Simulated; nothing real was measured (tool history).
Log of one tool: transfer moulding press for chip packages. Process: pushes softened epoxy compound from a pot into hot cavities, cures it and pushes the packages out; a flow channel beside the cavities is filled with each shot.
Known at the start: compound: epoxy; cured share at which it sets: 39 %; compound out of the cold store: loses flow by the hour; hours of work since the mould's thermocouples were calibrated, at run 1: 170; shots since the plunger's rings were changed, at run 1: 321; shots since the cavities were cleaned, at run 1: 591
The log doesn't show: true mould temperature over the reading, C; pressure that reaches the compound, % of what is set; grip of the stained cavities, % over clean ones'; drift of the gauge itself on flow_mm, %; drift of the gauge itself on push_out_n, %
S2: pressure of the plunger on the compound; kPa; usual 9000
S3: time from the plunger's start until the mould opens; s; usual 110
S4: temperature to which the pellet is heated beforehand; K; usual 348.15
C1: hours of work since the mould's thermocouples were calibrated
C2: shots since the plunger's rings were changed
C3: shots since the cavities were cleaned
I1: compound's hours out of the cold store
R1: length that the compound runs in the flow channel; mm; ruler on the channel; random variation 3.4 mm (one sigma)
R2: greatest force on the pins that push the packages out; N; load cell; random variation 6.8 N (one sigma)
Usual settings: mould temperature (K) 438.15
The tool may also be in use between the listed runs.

Run 1, hour 0.0: usual settings; C1 170; C2 321; C3 591; I1 25.9. Result: R1 684 mm, R2 460 N.
Run 2, hour 40.8: usual settings but S2 8900 kPa; C1 194; C2 705; C3 975; I1 14.3. Result: R1 728 mm, R2 524 N.
At hour 56.8: cavities cleaned with cleaning compound and waxed.
Run 3, hour 105.6: usual settings but S4 351.15 K; C1 231; C2 1301; C3 459; I1 34.8. Result: R1 636 mm, R2 423 N.
Run 4, hour 166.3: usual settings but S2 9260 kPa; C1 266; C2 1873; C3 1031; I1 40.3. Result: R1 616 mm, R2 517 N.
At hour 177.4: cavities cleaned with cleaning compound and waxed.
Run 5, hour 201.0: usual settings but S2 9260 kPa, S3 112 s; C1 286; C2 2185; C3 222; I1 43.6. Result: R1 600 mm, R2 354 N.
Run 6, hour 236.8: usual settings but S2 9260 kPa, S3 112 s; C1 307; C2 2522; C3 559; I1 32.9. Result: R1 633 mm, R2 431 N.
At hour 271.9: plunger's sealing rings changed.
At hour 298.4: cavities cleaned with cleaning compound and waxed.
Run 7, hour 298.4: usual settings but S2 9260 kPa, S3 112 s; C1 340; C2 235; C3 0; I1 16.9. Result: R1 734 mm, R2 273 N.
Run 8, hour 330.9: usual settings but S2 9260 kPa, S3 112 s; C1 359; C2 541; C3 306; I1 44.9. Result: R1 618 mm, R2 390 N.
Run 9, hour 378.5: usual settings but S2 9260 kPa, S3 144 s; C1 387; C2 990; C3 755; I1 31.2. Result: R1 664 mm, R2 452 N.
Run 10, hour 412.4: usual settings but S2 9260 kPa, S3 144 s; C1 406; C2 1309; C3 1074; I1 10.1. Result: R1 753 mm, R2 502 N.
At hour 418.6: cavities cleaned with cleaning compound and waxed.
At hour 453.6: mould's thermocouples calibrated.
Run 11, hour 463.1: usual settings but S2 9260 kPa, S3 144 s; C1 6; C2 1753; C3 400; I1 31.9. Result: R1 653 mm, R2 403 N.
Run 12, hour 513.2: usual settings but mould temperature (K) 439.15, S2 9750 kPa, S3 97 s, S4 347.15 K; C1 35; C2 2225; C3 872; I1 40.6. Result: R1 623 mm, R2 542 N.
At hour 537.3: cavities cleaned with cleaning compound and waxed.
Run 13, hour 553.1: usual settings but mould temperature (K) 439.15, S2 9750 kPa, S3 97 s, S4 347.15 K; C1 57; C2 2587; C3 150; I1 19.2. Result: R1 708 mm, R2 367 N.
At hour 580.0: plunger's sealing rings changed.
Run 14, hour 606.2: usual settings but mould temperature (K) 436.15, S4 352.15 K; C1 86; C2 246; C3 625; I1 9.7. Result: R1 763 mm, R2 488 N.
At hour 657.1: cavities cleaned with cleaning compound and waxed.
Run 15, hour 657.1: usual settings but mould temperature (K) 436.15, S4 352.15 K; C1 115; C2 712; C3 0; I1 9.7. Result: R1 757 mm, R2 286 N.
Run 16, hour 722.0: usual settings but mould temperature (K) 434.15, S4 352.15 K; C1 153; C2 1323; C3 611; I1 23.2. Result: R1 696 mm, R2 497 N.
Run 17, hour 765.8: usual settings but mould temperature (K) 434.15, S4 352.15 K; C1 178; C2 1735; C3 1023; I1 42.4. Result: R1 611 mm, R2 528 N.
At hour 774.6: cavities cleaned with cleaning compound and waxed.
Run 18, hour 816.5: usual settings but mould temperature (K) 434.15, S3 119 s, S4 352.15 K; C1 207; C2 2198; C3 394; I1 18.8. Result: R1 700 mm, R2 424 N.
At hour 859.6: mould's thermocouples calibrated, once more.
Run 19, hour 869.9: usual settings but mould temperature (K) 441.15, S2 9660 kPa, S3 115 s; C1 6; C2 2682; C3 878; I1 16.3. Result: R1 717 mm, R2 473 N.

How the hidden state differs across the entries between the runs, from the last listed run before each to the first after it:
Between runs 2 and 3: cavities cleaned with cleaning compound and waxed (hour 56.8)
  true mould temperature over the reading, C: 0.64 -> 0.72; pressure that reaches the compound, % of what is set: 96.54 -> 94.29; grip of the stained cavities, % over clean ones': 90.8 -> 55.6
  measured less the result without the state, R1: -15 -> -21 mm; R2: +241 -> +149 N
Between runs 4 and 5: cavities cleaned with cleaning compound and waxed (hour 177.4)
  true mould temperature over the reading, C: 0.79 -> 0.82; pressure that reaches the compound, % of what is set: 92.24 -> 91.03; grip of the stained cavities, % over clean ones': 92.1 -> 34.9
  measured less the result without the state, R1: -27 -> -31 mm; R2: +241 -> +88 N
Between runs 6 and 7: plunger's sealing rings changed (hour 271.9); cavities cleaned with cleaning compound and waxed (hour 298.4)
  true mould temperature over the reading, C: 0.87 -> 0.94; pressure that reaches the compound, % of what is set: 89.77 -> 98.81; grip of the stained cavities, % over clean ones': 66.7 -> 1.9
  measured less the result without the state, R1: -37 -> -7 mm; R2: +170 -> +0 N
Between runs 10 and 11: cavities cleaned with cleaning compound and waxed (hour 418.6); mould's thermocouples calibrated (hour 453.6)
  true mould temperature over the reading, C: 1.06 -> 1.38; pressure that reaches the compound, % of what is set: 94.66 -> 92.9; grip of the stained cavities, % over clean ones': 94.2 -> 54.5
  measured less the result without the state, R1: -24 -> -28 mm; R2: +244 -> +140 N
Between runs 12 and 13: cavities cleaned with cleaning compound and waxed (hour 537.3)
  true mould temperature over the reading, C: 1.44 -> 1.48; pressure that reaches the compound, % of what is set: 91.08 -> 89.62; grip of the stained cavities, % over clean ones': 85.6 -> 24.5
  measured less the result without the state, R1: -33 -> -44 mm; R2: +238 -> +57 N
Between runs 13 and 14: plunger's sealing rings changed (hour 580.0)
  true mould temperature over the reading, C: 1.48 -> 1.54; pressure that reaches the compound, % of what is set: 89.62 -> 98.8; grip of the stained cavities, % over clean ones': 24.5 -> 71
  measured less the result without the state, R1: -44 -> -10 mm; R2: +57 -> +188 N
Between runs 14 and 15: cavities cleaned with cleaning compound and waxed (hour 657.1)
  true mould temperature over the reading, C: 1.54 -> 1.59; pressure that reaches the compound, % of what is set: 98.8 -> 96.98; grip of the stained cavities, % over clean ones': 71 -> 1.4
  measured less the result without the state, R1: -10 -> -16 mm; R2: +188 -> -11 N
Between runs 17 and 18: cavities cleaned with cleaning compound and waxed (hour 774.6)
  true mould temperature over the reading, C: 1.72 -> 1.78; pressure that reaches the compound, % of what is set: 93.01 -> 91.21; grip of the stained cavities, % over clean ones': 92.7 -> 50.8
  measured less the result without the state, R1: -27 -> -38 mm; R2: +238 -> +126 N
Between runs 18 and 19: mould's thermocouples calibrated, once more (hour 859.6)
  true mould temperature over the reading, C: 1.78 -> -0.05; pressure that reaches the compound, % of what is set: 91.21 -> 89.31; grip of the stained cavities, % over clean ones': 50.8 -> 85.3
  measured less the result without the state, R1: -38 -> -41 mm; R2: +126 -> +219 N
